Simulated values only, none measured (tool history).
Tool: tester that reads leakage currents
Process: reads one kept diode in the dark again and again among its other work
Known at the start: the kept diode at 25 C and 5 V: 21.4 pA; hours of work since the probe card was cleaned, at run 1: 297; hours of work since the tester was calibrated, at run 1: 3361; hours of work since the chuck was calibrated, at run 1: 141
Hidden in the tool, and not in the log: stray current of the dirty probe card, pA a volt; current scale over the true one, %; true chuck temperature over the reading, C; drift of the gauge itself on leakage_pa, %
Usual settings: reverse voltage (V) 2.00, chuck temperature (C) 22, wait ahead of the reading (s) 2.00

run	hour	reverse voltage (V)	chuck temperature (C)	wait ahead of the reading (s)	hours of work since the probe card was cleaned	hours of work since the tester was calibrated	hours of work since the chuck was calibrated	current that the tester gives (pA)
1	0.0	2.00	22	2.00	297	3361	141	10.27
2	122.8	5.86	22	2.00	371	3435	215	20.68
3	331.8	5.86	23	2.00	497	3561	340	23.43
4	474.7	2.00	22	2.00	583	3647	426	11.31
5	606.8	2.00	22	2.00	662	3726	506	11.51
6	766.3	2.00	22	0.63	758	3822	602	12.15
# hour 812.6: chuck's temperature calibrated
7	972.4	2.00	22	0.63	881	3945	96	11.73
# hour 1052.5: tester calibrated
8	1110.6	6.15	22	2.00	963	35	178	24.75
9	1318.4	6.15	22	2.00	1088	160	303	25.73
# hour 1387.9: probe card cleaned and baked
10	1447.0	6.15	51	2.00	36	235	379	224.75
11	1541.9	6.15	51	2.00	93	293	436	226.47
# hour 1711.1: tester calibrated, once more
12	1718.1	6.15	51	2.00	197	4	540	240.43
13	1856.5	6.15	51	2.00	281	87	624	241.74
# hour 1870.6: chuck's temperature calibrated
14	2019.9	2.05	22	2.00	378	185	90	10.85
15	2127.3	2.05	22	2.00	442	249	154	11.12
16	2315.0	2.05	22	2.00	555	362	267	11.43
17	2477.7	4.26	32	3.33	653	460	365	41.75
18	2612.5	13.69	26	9.86	734	541	446	56.33
19	2754.5	13.69	26	9.86	820	626	532	58.30
20	2876.2	13.69	26	9.86	893	700	605	59.46
# hour 2921.8: chuck's temperature calibrated
21	3052.2	13.69	26	9.86	998	804	78	58.68
22	3226.1	13.69	26	9.86	1102	909	183	61.37
# hour 3277.7: probe card cleaned and baked
23	3321.2	13.69	26	9.86	26	964	238	44.19
24	3464.8	13.69	26	9.86	113	1051	325	45.95
25	3555.5	13.69	35	3.03	167	1105	379	101.90

Forecast each of these 3 alternatives for the next run:
A	3717.4	8.61	46	8.42	264	1203	477	?
B	3717.4	1.28	35	3.31	264	1203	477	?
C	3717.4	1.37	25	3.03	264	1203	477	?

run	current that the tester gives (pA)
A	195.09
B	25.79
C	11.23
Without the tool's hidden state the same runs would have given:
run	current that the tester gives (pA)
A	183.97
B	24.19
C	10.23
